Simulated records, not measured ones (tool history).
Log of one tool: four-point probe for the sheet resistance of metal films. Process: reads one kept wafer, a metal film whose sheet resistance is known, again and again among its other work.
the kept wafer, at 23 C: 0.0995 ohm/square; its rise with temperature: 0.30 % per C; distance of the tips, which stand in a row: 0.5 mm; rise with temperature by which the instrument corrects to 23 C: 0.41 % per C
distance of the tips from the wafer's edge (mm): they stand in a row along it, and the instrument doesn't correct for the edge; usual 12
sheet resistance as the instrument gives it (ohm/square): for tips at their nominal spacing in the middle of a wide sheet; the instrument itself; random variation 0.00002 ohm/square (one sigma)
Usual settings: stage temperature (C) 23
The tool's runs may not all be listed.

run	hour	stage temperature (C)	distance of the tips from the wafer's edge (mm)	sheet resistance as the instrument gives it (ohm/square)
1	0.0	23	12	0.099620
2	22.6	23	12	0.099603
3	37.2	23	12	0.099585
4	53.9	23	12	0.099589
5	71.8	23	7	0.099772
6	91.1	23	7	0.099791
7	110.3	27	12	0.099172
8	131.3	27	12	0.099150
9	149.3	27	12	0.099150
10	170.2	23	12	0.099576
11	189.2	23	12	0.099556
12	204.7	23	12	0.099589
13	217.0	23	12	0.099621
14	237.4	23	12	0.099607
15	248.2	23	12	0.099592
16	261.8	23	12	0.099582
17	283.6	19	12	0.100003
18	297.7	19	12	0.100056
19	317.4	23	12	0.099589
20	339.2	23	12	0.099618
21	359.5	23	39	0.099505
22	374.6	19	12	0.100063
23	391.3	19	12	0.100039
24	406.8	19	12	0.100025
25	420.3	19	5	0.100515
26	442.4	34	10	0.098434
27	461.3	22	15	0.099635
28	478.4	22	15	0.099673
29	498.9	25	17	0.099313
30	512.2	25	17	0.099298
31	533.3	22	23	0.099630
32	550.1	22	23	0.099660
33	560.8	22	23	0.099649
34	578.1	22	13	0.099709
35	598.4	26	10	0.099329
36	614.6	26	10	0.099275
37	631.4	22	9	0.099773
38	652.9	27	28	0.099083
39	667.7	27	28	0.099050
40	685.9	27	28	0.099077
41	706.0	27	28	0.099063
42	722.9	31	7	0.098857
43	733.1	29	70	0.098842
44	746.5	20	16	0.099914
45	762.2	19	60	0.099946

3 ways to go on from here, each from the tool as it stands after run 45. What would each give?
A	784.5	19	14	?
B	784.5	23	22	?
C	784.5	28	6	?

run	sheet resistance as the instrument gives it (ohm/square)
A	0.100040
B	0.099536
C	0.099305
Without the tool's hidden state the same runs would have given:
run	sheet resistance as the instrument gives it (ohm/square)
A	0.100043
B	0.099539
C	0.099308
